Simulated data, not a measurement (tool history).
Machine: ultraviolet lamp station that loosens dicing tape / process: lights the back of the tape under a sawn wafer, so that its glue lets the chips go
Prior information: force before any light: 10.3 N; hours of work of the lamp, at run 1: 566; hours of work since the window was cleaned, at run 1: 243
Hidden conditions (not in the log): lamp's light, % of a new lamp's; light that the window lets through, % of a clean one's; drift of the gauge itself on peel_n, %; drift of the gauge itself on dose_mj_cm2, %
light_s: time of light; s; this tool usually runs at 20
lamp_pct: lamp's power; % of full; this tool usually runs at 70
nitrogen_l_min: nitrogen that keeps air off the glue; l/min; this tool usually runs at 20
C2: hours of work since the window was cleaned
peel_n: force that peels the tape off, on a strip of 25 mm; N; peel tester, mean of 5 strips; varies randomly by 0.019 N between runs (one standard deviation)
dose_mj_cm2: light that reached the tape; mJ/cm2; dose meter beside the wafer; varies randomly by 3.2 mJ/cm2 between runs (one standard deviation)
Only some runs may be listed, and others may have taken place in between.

Run 1, hour 0.0: usual settings; hours of work of the lamp 566; C2 243. Result: peel_n 0.925 N, dose_mj_cm2 504 mJ/cm2.
At hour 1.8: window cleaned of glue's vapour.
Run 2, hour 13.3: usual settings but lamp_pct 63 % of full; hours of work of the lamp 575; C2 8. Result: peel_n 1.104 N, dose_mj_cm2 454 mJ/cm2.
Run 3, hour 34.1: usual settings but light_s 12 s; hours of work of the lamp 589; C2 22. Result: peel_n 2.279 N, dose_mj_cm2 300 mJ/cm2.
Run 4, hour 50.2: usual settings; hours of work of the lamp 601; C2 34. Result: peel_n 0.887 N, dose_mj_cm2 499 mJ/cm2.
Run 5, hour 74.0: usual settings; hours of work of the lamp 617; C2 50. Result: peel_n 0.895 N, dose_mj_cm2 501 mJ/cm2.
Run 6, hour 98.3: usual settings; hours of work of the lamp 634; C2 67. Result: peel_n 0.871 N, dose_mj_cm2 503 mJ/cm2.
Run 7, hour 123.3: usual settings but lamp_pct 96 % of full; hours of work of the lamp 652; C2 85. Result: peel_n 0.444 N, dose_mj_cm2 691 mJ/cm2.
Run 8, hour 137.5: usual settings but lamp_pct 96 % of full; hours of work of the lamp 661; C2 94. Result: peel_n 0.464 N, dose_mj_cm2 690 mJ/cm2.
At hour 151.8: lamp changed.
Run 9, hour 159.8: usual settings but nitrogen_l_min 9 l/min; hours of work of the lamp 6; C2 109. Result: peel_n 1.442 N, dose_mj_cm2 505 mJ/cm2.
Run 10, hour 188.4: usual settings but nitrogen_l_min 9 l/min; hours of work of the lamp 25; C2 129. Result: peel_n 1.497 N, dose_mj_cm2 506 mJ/cm2.
Run 11, hour 208.1: usual settings but nitrogen_l_min 9 l/min; hours of work of the lamp 39; C2 143. Result: peel_n 1.477 N, dose_mj_cm2 505 mJ/cm2.
Run 12, hour 221.0: usual settings but nitrogen_l_min 9 l/min; hours of work of the lamp 48; C2 152. Result: peel_n 1.471 N, dose_mj_cm2 502 mJ/cm2.
Run 13, hour 244.5: usual settings but nitrogen_l_min 9 l/min; hours of work of the lamp 65; C2 168. Result: peel_n 1.483 N, dose_mj_cm2 507 mJ/cm2.
Run 14, hour 256.7: usual settings but light_s 34 s, nitrogen_l_min 22 l/min; hours of work of the lamp 73; C2 177. Result: peel_n 0.298 N, dose_mj_cm2 855 mJ/cm2.
Run 15, hour 270.3: usual settings but light_s 29 s, nitrogen_l_min 8 l/min; hours of work of the lamp 82; C2 186. Result: peel_n 0.780 N, dose_mj_cm2 731 mJ/cm2.
Run 16, hour 284.3: usual settings but light_s 24 s; hours of work of the lamp 92; C2 196. Result: peel_n 0.601 N, dose_mj_cm2 605 mJ/cm2.
Run 17, hour 307.1: usual settings but light_s 21 s, lamp_pct 71 % of full, nitrogen_l_min 7 l/min; hours of work of the lamp 108; C2 212. Result: peel_n 1.554 N, dose_mj_cm2 541 mJ/cm2.
Run 18, hour 326.4: usual settings but light_s 21 s, lamp_pct 71 % of full, nitrogen_l_min 7 l/min; hours of work of the lamp 122; C2 225. Result: peel_n 1.474 N, dose_mj_cm2 531 mJ/cm2.
Run 19, hour 342.4: usual settings but light_s 11 s, lamp_pct 95 % of full; hours of work of the lamp 133; C2 236. Result: peel_n 1.553 N, dose_mj_cm2 375 mJ/cm2.
At hour 353.2: window cleaned of glue's vapour.
Run 20, hour 371.2: usual settings but lamp_pct 84 % of full; hours of work of the lamp 152; C2 13. Result: peel_n 0.595 N, dose_mj_cm2 610 mJ/cm2.
Run 21, hour 395.1: usual settings but light_s 26 s, lamp_pct 67 % of full, nitrogen_l_min 7 l/min; hours of work of the lamp 169; C2 29. Result: peel_n 1.161 N, dose_mj_cm2 628 mJ/cm2.

Alternative continuations, all from the tool just after run 21; predict every row:
Run A, hour 409.9: usual settings but light_s 26 s, lamp_pct 67 % of full, nitrogen_l_min 22 l/min; hours of work of the lamp 179; C2 39. Result: peel_n ?, dose_mj_cm2 ?.
Run B, hour 409.9: usual settings but light_s 33 s, lamp_pct 67 % of full, nitrogen_l_min 7 l/min; hours of work of the lamp 179; C2 39. Result: peel_n ?, dose_mj_cm2 ?.
Run C, hour 409.9: usual settings but nitrogen_l_min 10 l/min; hours of work of the lamp 179; C2 39. Result: peel_n ?, dose_mj_cm2 ?.
Run D, hour 409.9: usual settings but lamp_pct 73 % of full; hours of work of the lamp 179; C2 39. Result: peel_n ?, dose_mj_cm2 ?.
Run E, hour 409.9: usual settings but light_s 32 s, lamp_pct 66 % of full, nitrogen_l_min 8 l/min; hours of work of the lamp 179; C2 39. Result: peel_n ?, dose_mj_cm2 ?.

run  peel_n  dose_mj_cm2
  A   0.538          632
  B   0.718          792
  C   1.394          504
  D   0.823          530
  E   0.705          759
With the hidden condition removed and each run's random variation left untouched, the same runs would have given:
run  peel_n  dose_mj_cm2
  A   0.537          633
  B   0.717          793
  C   1.393          504
  D   0.822          530
  E   0.704          759
